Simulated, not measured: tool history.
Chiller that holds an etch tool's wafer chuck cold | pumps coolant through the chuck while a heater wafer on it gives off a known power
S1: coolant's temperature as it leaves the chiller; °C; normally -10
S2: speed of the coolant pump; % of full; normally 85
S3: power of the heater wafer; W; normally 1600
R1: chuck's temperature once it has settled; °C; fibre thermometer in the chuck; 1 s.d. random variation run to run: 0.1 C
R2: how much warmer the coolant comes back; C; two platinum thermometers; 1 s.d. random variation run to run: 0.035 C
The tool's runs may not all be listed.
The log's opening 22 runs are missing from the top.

run 23 hour=2240.8 | S1=-5 S2=66 S3=1501 | R1=9.3 R2=7.49
-- hour=2312.7 chiller's thermometer calibrated
run 24 hour=2359.8 | S1=-1 S2=73 S3=1051 | R1=8.3 R2=4.74
run 25 hour=2448.0 | S1=-10 S2=63 S3=1600 | R1=5.9 R2=8.42
run 26 hour=2509.8 | S1=-3 S2=74 S3=2120 | R1=15.8 R2=9.51
run 27 hour=2591.4 | S1=-4 S2=85 S3=2359 | R1=14.9 R2=9.26
run 28 hour=2680.5 | S1=-4 S2=85 S3=2359 | R1=15.0 R2=9.29
run 29 hour=2741.0 | S1=-4 S2=85 S3=2359 | R1=15.0 R2=9.31
run 30 hour=2803.4 | S1=-10 S2=94 S3=976 | R1=-2.8 R2=3.49
run 31 hour=2929.3 | S1=-10 S2=94 S3=976 | R1=-2.7 R2=3.50
run 32 hour=3060.8 | S1=-4 S2=90 S3=1950 | R1=11.1 R2=7.26

Forecast run 33:
run 33 hour=3192.0 | S1=-15 S2=90 S3=1950 | R1=? R2=?

For run 33 the tool returned R1 0.2 °C, R2 7.19 C.
On a tool with no hidden condition, and with the same random variation, this run would have come out at R1 0.2 °C, R2 7.18 C.
